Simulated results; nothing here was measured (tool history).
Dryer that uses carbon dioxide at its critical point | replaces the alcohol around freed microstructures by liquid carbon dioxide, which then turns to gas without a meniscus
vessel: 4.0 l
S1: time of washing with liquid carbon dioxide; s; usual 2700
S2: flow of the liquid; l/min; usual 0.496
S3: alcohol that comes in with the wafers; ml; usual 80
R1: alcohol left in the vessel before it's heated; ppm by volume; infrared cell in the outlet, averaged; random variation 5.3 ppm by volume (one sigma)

run 1 hour=0.0 | S1=2700 S2=0.496 S3=80 | R1=220
run 2 hour=23.0 | S1=2700 S2=0.496 S3=80 | R1=231
run 3 hour=40.4 | S1=2700 S2=0.496 S3=80 | R1=232
run 4 hour=71.8 | S1=2700 S2=0.496 S3=80 | R1=246
run 5 hour=90.9 | S1=2700 S2=0.496 S3=80 | R1=241
run 6 hour=125.3 | S1=2700 S2=0.496 S3=80 | R1=247
run 7 hour=152.3 | S1=2700 S2=0.496 S3=80 | R1=242
run 8 hour=186.6 | S1=2700 S2=0.496 S3=80 | R1=275
run 9 hour=211.4 | S1=2700 S2=0.496 S3=80 | R1=281
run 10 hour=232.4 | S1=2700 S2=0.496 S3=80 | R1=287
run 11 hour=256.2 | S1=2700 S2=0.496 S3=80 | R1=281
run 12 hour=279.7 | S1=2700 S2=0.496 S3=80 | R1=283
run 13 hour=302.7 | S1=2700 S2=0.496 S3=80 | R1=303
run 14 hour=331.6 | S1=2700 S2=0.496 S3=80 | R1=314
run 15 hour=348.0 | S1=2700 S2=0.496 S3=80 | R1=309
run 16 hour=367.9 | S1=2700 S2=0.496 S3=80 | R1=312
run 17 hour=390.4 | S1=2700 S2=0.496 S3=80 | R1=331
run 18 hour=423.4 | S1=2700 S2=0.496 S3=80 | R1=266
run 19 hour=446.9 | S1=2700 S2=0.496 S3=80 | R1=272
run 20 hour=461.3 | S1=2700 S2=0.496 S3=80 | R1=277
run 21 hour=486.5 | S1=2700 S2=0.496 S3=80 | R1=302
run 22 hour=513.8 | S1=2700 S2=0.496 S3=80 | R1=282
run 23 hour=535.6 | S1=2700 S2=0.496 S3=45 | R1=249
run 24 hour=558.5 | S1=3240 S2=0.456 S3=53 | R1=226
run 25 hour=576.3 | S1=3240 S2=0.456 S3=53 | R1=235
run 26 hour=603.9 | S1=3240 S2=0.456 S3=53 | R1=237
run 27 hour=635.9 | S1=1920 S2=0.483 S3=50 | R1=578
run 28 hour=662.6 | S1=2400 S2=0.747 S3=80 | R1=45
run 29 hour=685.3 | S1=4200 S2=0.813 S3=38 | R1=13
run 30 hour=715.6 | S1=2160 S2=0.532 S3=40 | R1=160
run 31 hour=741.6 | S1=2160 S2=0.532 S3=40 | R1=152
run 32 hour=761.9 | S1=2160 S2=0.532 S3=40 | R1=168
run 33 hour=786.9 | S1=2040 S2=0.496 S3=83 | R1=519
run 34 hour=811.9 | S1=2040 S2=0.496 S3=83 | R1=541
run 35 hour=833.9 | S1=2700 S2=0.679 S3=80 | R1=64
run 36 hour=864.9 | S1=2700 S2=0.622 S3=58 | R1=81
run 37 hour=888.9 | S1=2700 S2=0.622 S3=58 | R1=89
run 38 hour=912.5 | S1=3780 S2=0.363 S3=37 | R1=113
run 39 hour=941.0 | S1=3120 S2=0.365 S3=86 | R1=379
run 40 hour=963.9 | S1=2700 S2=0.807 S3=25 | R1=69
run 41 hour=990.1 | S1=3120 S2=0.809 S3=80 | R1=71
run 42 hour=1007.7 | S1=3120 S2=0.617 S3=32 | R1=79
run 43 hour=1036.1 | S1=2700 S2=0.617 S3=28 | R1=87
run 44 hour=1070.5 | S1=1920 S2=0.455 S3=50 | R1=636
run 45 hour=1103.8 | S1=1920 S2=0.455 S3=50 | R1=503
run 46 hour=1123.2 | S1=1620 S2=0.803 S3=36 | R1=159

Taken out of this log: 3 entries between the listed runs. Where each belongs, and how the hidden state differs across it:
Between runs 17 and 18: inlet filter changed (hour 420.0)
  flow that reaches the vessel past the clogged filter, %: 91 -> 100; alcohol in the recycled carbon dioxide, ppm: 154.6 -> 159.8
  measured less the result without the state, R1: +217 -> +153 ppm by volume
Between runs 27 and 28: purifier's bed changed (hour 647.6)
  flow that reaches the vessel past the clogged filter, %: 96.8 -> 96.5; alcohol in the recycled carbon dioxide, ppm: 196.4 -> 8.3
  measured less the result without the state, R1: +231 -> +9 ppm by volume
Between runs 44 and 45: inlet filter changed (hour 1086.9)
  flow that reaches the vessel past the clogged filter, %: 90.7 -> 99.4; alcohol in the recycled carbon dioxide, ppm: 78.8 -> 83.7
  measured less the result without the state, R1: +226 -> +89 ppm by volume
